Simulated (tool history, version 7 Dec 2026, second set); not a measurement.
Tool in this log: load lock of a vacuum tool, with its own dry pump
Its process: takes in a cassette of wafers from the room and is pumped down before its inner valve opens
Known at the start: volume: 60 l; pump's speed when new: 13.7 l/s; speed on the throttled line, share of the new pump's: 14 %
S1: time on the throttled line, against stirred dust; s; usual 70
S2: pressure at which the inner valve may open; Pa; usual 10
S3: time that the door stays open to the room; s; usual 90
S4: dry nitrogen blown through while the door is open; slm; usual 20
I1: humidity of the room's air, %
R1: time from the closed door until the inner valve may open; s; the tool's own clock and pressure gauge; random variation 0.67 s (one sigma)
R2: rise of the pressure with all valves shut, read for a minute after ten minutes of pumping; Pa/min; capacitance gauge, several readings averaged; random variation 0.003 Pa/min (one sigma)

run 1 hour=0 | S1=70 S2=10 S3=90 S4=20 | I1=46.5 | R1=106.8 R2=0.033
run 2 hour=84.5 | S1=70 S2=10 S3=90 S4=20 | I1=42.7 | R1=107.1 R2=0.039
run 3 hour=128.2 | S1=70 S2=10 S3=90 S4=20 | I1=43.7 | R1=108 R2=0.028
run 4 hour=208.3 | S1=70 S2=10 S3=90 S4=20 | I1=43.6 | R1=108.1 R2=0.031
run 5 hour=253.5 | S1=70 S2=10 S3=54 S4=20 | I1=49.1 | R1=106.4 R2=0.027
run 6 hour=335.1 | S1=70 S2=10 S3=90 S4=12 | I1=42.6 | R1=108.4 R2=0.033
run 7 hour=414 | S1=138 S2=10 S3=90 S4=12 | I1=47.8 | R1=161.8 R2=0.039
run 8 hour=456.6 | S1=138 S2=10 S3=90 S4=12 | I1=43.4 | R1=162 R2=0.033
run 9 hour=546.7 | S1=70 S2=14 S3=90 S4=20 | I1=41.1 | R1=105 R2=0.03
run 10 hour=635.9 | S1=70 S2=10 S3=90 S4=20 | I1=45.4 | R1=108.6 R2=0.034
run 11 hour=690.2 | S1=70 S2=10 S3=90 S4=31 | I1=44.5 | R1=108.1 R2=0.024
run 12 hour=789.4 | S1=70 S2=10 S3=68 S4=20 | I1=46.8 | R1=108.4 R2=0.033
run 13 hour=870.8 | S1=70 S2=10 S3=68 S4=20 | I1=43.2 | R1=108.1 R2=0.034
run 14 hour=937.6 | S1=70 S2=10 S3=68 S4=4 | I1=46.2 | R1=108.2 R2=0.038
run 15 hour=1023.9 | S1=70 S2=10 S3=201 S4=4 | I1=39.5 | R1=107.4 R2=0.052
run 16 hour=1101.2 | S1=70 S2=11 S3=90 S4=20 | I1=46.1 | R1=108.6 R2=0.038
run 17 hour=1198.9 | S1=70 S2=11 S3=90 S4=20 | I1=45 | R1=107.9 R2=0.035
run 18 hour=1259.9 | S1=70 S2=11 S3=90 S4=20 | I1=45 | R1=108.7 R2=0.031
run 19 hour=1348 | S1=70 S2=15 S3=90 S4=20 | I1=43.8 | R1=107.8 R2=0.029
run 20 hour=1406.5 | S1=70 S2=15 S3=90 S4=20 | I1=47.6 | R1=108 R2=0.037
run 21 hour=1455.2 | S1=129 S2=9 S3=43 S4=15 | I1=47 | R1=159.1 R2=0.032
run 22 hour=1534.7 | S1=72 S2=16 S3=125 S4=5 | I1=45.6 | R1=107.6 R2=0.048
run 23 hour=1587.9 | S1=84 S2=16 S3=125 S4=18 | I1=43.6 | R1=117.5 R2=0.037
run 24 hour=1682.2 | S1=39 S2=9 S3=117 S4=19 | I1=43.4 | R1=84.4 R2=0.038
run 25 hour=1728.4 | S1=95 S2=10 S3=56 S4=20 | I1=44.1 | R1=129.3 R2=0.024
run 26 hour=1778.2 | S1=70 S2=9 S3=90 S4=37 | I1=46 | R1=110.6 R2=0.029
run 27 hour=1872.1 | S1=70 S2=9 S3=90 S4=37 | I1=45.1 | R1=110.8 R2=0.022
run 28 hour=1964.3 | S1=70 S2=9 S3=90 S4=37 | I1=46.3 | R1=110.1 R2=0.03
run 29 hour=2065.9 | S1=70 S2=19 S3=90 S4=20 | I1=45.3 | R1=104.4 R2=0.039
run 30 hour=2134.4 | S1=70 S2=10 S3=90 S4=6 | I1=44.5 | R1=111.6 R2=0.047
run 31 hour=2219.7 | S1=70 S2=10 S3=90 S4=6 | I1=45.2 | R1=109.5 R2=0.043
run 32 hour=2276.8 | S1=65 S2=8 S3=90 S4=20 | I1=46.3 | R1=106 R2=0.039
run 33 hour=2318.3 | S1=70 S2=10 S3=90 S4=12 | I1=43.7 | R1=110.2 R2=0.037
run 34 hour=2377.9 | S1=70 S2=13 S3=90 S4=12 | I1=47.8 | R1=108.6 R2=0.043
run 35 hour=2431 | S1=47 S2=10 S3=42 S4=20 | I1=48.6 | R1=91.2 R2=0.026
run 36 hour=2491.8 | S1=83 S2=10 S3=90 S4=20 | I1=47.8 | R1=120.9 R2=0.033
run 37 hour=2542.9 | S1=70 S2=7 S3=65 S4=20 | I1=43.6 | R1=112.8 R2=0.033
run 38 hour=2640.2 | S1=70 S2=7 S3=65 S4=20 | I1=45.8 | R1=112.5 R2=0.037

Some steps in R1 between neighbouring runs. How much of each would the tool show without its hidden state too (settings, what came in, random variation), and how much is left for the hidden state, with any gauge scatter that isn't in both results?
Unlogged tool condition in this case: pump's speed, % of a new pump's; leak at the door's seal, Pa l/s; drift of the gauge itself on ready_s, %; drift of the gauge itself on rise_pa_min, %.
Run 6 -> 7: S1 70 -> 138. R1 +53.4 s: hidden state -2.3, all else +55.7.
Run 8 -> 9: S1 138 -> 70, S2 10 -> 14, S4 12 -> 20. R1 -57 s: hidden state +2.1, all else -59.1.
Run 21 -> 22: S1 129 -> 72, S2 9 -> 16, S3 43 -> 125, S4 15 -> 5. R1 -51.5 s: hidden state +1.4, all else -52.9.
Run 23 -> 24: S1 84 -> 39, S2 16 -> 9, S3 125 -> 117, S4 18 -> 19. R1 -33.1 s: hidden state +2.7, all else -35.8.
Run 24 -> 25: S1 39 -> 95, S2 9 -> 10, S3 117 -> 56, S4 19 -> 20. R1 +44.9 s: hidden state -2.5, all else +47.4.
